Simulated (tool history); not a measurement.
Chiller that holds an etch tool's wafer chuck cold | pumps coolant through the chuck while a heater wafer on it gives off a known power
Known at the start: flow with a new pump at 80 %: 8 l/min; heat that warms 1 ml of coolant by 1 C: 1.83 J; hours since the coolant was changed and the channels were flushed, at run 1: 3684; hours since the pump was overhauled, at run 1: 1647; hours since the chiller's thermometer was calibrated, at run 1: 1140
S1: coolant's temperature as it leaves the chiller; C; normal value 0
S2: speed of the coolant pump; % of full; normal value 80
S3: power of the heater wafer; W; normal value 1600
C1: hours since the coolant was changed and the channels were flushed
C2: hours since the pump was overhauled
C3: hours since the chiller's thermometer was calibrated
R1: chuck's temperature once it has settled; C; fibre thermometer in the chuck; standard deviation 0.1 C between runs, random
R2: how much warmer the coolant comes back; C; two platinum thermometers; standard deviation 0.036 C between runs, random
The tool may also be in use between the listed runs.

run 1 hour=0.0 | S1=0 S2=80 S3=1600 | C1=3684 C2=1647 C3=1140 | R1=15.4 R2=6.71
run 2 hour=39.9 | S1=0 S2=80 S3=1600 | C1=3724 C2=1687 C3=1180 | R1=15.3 R2=6.80
run 3 hour=60.5 | S1=0 S2=80 S3=1600 | C1=3744 C2=1707 C3=1201 | R1=15.4 R2=6.74
run 4 hour=82.0 | S1=0 S2=80 S3=1600 | C1=3766 C2=1729 C3=1222 | R1=15.4 R2=6.71
run 5 hour=111.8 | S1=0 S2=80 S3=1600 | C1=3796 C2=1758 C3=1252 | R1=15.5 R2=6.75
run 6 hour=144.7 | S1=0 S2=80 S3=1600 | C1=3829 C2=1791 C3=1285 | R1=15.5 R2=6.75
run 7 hour=180.8 | S1=0 S2=80 S3=1600 | C1=3865 C2=1827 C3=1321 | R1=15.5 R2=6.74
run 8 hour=212.1 | S1=0 S2=80 S3=1600 | C1=3896 C2=1859 C3=1352 | R1=15.5 R2=6.75
run 9 hour=229.5 | S1=0 S2=80 S3=1899 | C1=3913 C2=1876 C3=1370 | R1=18.5 R2=8.02
run 10 hour=256.5 | S1=0 S2=80 S3=1805 | C1=3940 C2=1903 C3=1397 | R1=17.5 R2=7.62
run 11 hour=281.5 | S1=-3 S2=80 S3=1600 | C1=3965 C2=1928 C3=1422 | R1=12.6 R2=6.77
run 12 hour=309.7 | S1=-3 S2=80 S3=1600 | C1=3993 C2=1956 C3=1450 | R1=12.4 R2=6.88
run 13 hour=340.0 | S1=0 S2=80 S3=1600 | C1=4024 C2=1987 C3=1480 | R1=15.5 R2=6.80
-- hour=348.4 coolant pump overhauled
run 14 hour=383.2 | S1=0 S2=80 S3=1600 | C1=4062 C2=35 C3=1518 | R1=15.7 R2=6.95
run 15 hour=404.0 | S1=9 S2=80 S3=1600 | C1=4083 C2=56 C3=1539 | R1=24.7 R2=6.88
run 16 hour=441.8 | S1=9 S2=80 S3=1600 | C1=4121 C2=93 C3=1577 | R1=24.7 R2=6.94
run 17 hour=459.3 | S1=6 S2=93 S3=2003 | C1=4138 C2=111 C3=1594 | R1=23.7 R2=7.49
run 18 hour=485.2 | S1=6 S2=93 S3=2003 | C1=4164 C2=137 C3=1620 | R1=23.7 R2=7.54
run 19 hour=522.8 | S1=6 S2=60 S3=811 | C1=4202 C2=174 C3=1658 | R1=15.7 R2=4.67
run 20 hour=540.2 | S1=-10 S2=66 S3=1600 | C1=4219 C2=192 C3=1675 | R1=7.9 R2=8.40
-- hour=551.8 coolant pump overhauled, once more
run 21 hour=575.3 | S1=-7 S2=89 S3=1644 | C1=4249 C2=24 C3=1706 | R1=7.3 R2=6.06
run 22 hour=603.2 | S1=-7 S2=89 S3=1644 | C1=4277 C2=51 C3=1733 | R1=7.4 R2=6.07
run 23 hour=641.4 | S1=4 S2=80 S3=1162 | C1=4315 C2=90 C3=1772 | R1=15.0 R2=4.77
run 24 hour=671.5 | S1=4 S2=80 S3=1162 | C1=4345 C2=120 C3=1802 | R1=15.0 R2=4.81
run 25 hour=700.3 | S1=0 S2=80 S3=1990 | C1=4374 C2=148 C3=1830 | R1=18.9 R2=8.18
run 26 hour=723.8 | S1=-8 S2=81 S3=1600 | C1=4398 C2=172 C3=1854 | R1=7.1 R2=6.53
run 27 hour=760.2 | S1=8 S2=66 S3=880 | C1=4434 C2=208 C3=1890 | R1=17.4 R2=4.33
run 28 hour=794.2 | S1=8 S2=66 S3=880 | C1=4468 C2=242 C3=1924 | R1=17.5 R2=4.37
run 29 hour=826.1 | S1=8 S2=66 S3=880 | C1=4500 C2=274 C3=1956 | R1=17.6 R2=4.43
run 30 hour=865.6 | S1=-1 S2=87 S3=1600 | C1=4539 C2=314 C3=1996 | R1=13.3 R2=6.07
run 31 hour=883.2 | S1=0 S2=62 S3=1600 | C1=4557 C2=331 C3=2013 | R1=18.1 R2=8.52

5 options for the next run, each taken on its own from the tool as it stands now. Forecast them:
run A hour=900.8 | S1=3 S2=94 S3=1310 | C1=4575 C2=349 C3=2031 | R1=? R2=?
run B hour=900.8 | S1=9 S2=79 S3=1542 | C1=4575 C2=349 C3=2031 | R1=? R2=?
run C hour=900.8 | S1=0 S2=80 S3=880 | C1=4575 C2=349 C3=2031 | R1=? R2=?
run D hour=900.8 | S1=0 S2=85 S3=1303 | C1=4575 C2=349 C3=2031 | R1=? R2=?
run E hour=900.8 | S1=-9 S2=62 S3=1172 | C1=4575 C2=349 C3=2031 | R1=? R2=?

run=A R1=14.0 R2=4.56
run=B R1=23.6 R2=6.35
run=C R1=8.2 R2=3.60
run=D R1=11.8 R2=5.08
run=E R1=4.2 R2=6.18
With the hidden condition removed and each run's random variation left untouched, the same runs would have given:
run=A R1=13.5 R2=4.52
run=B R1=23.0 R2=6.29
run=C R1=8.0 R2=3.57
run=D R1=11.3 R2=5.03
run=E R1=3.6 R2=6.13
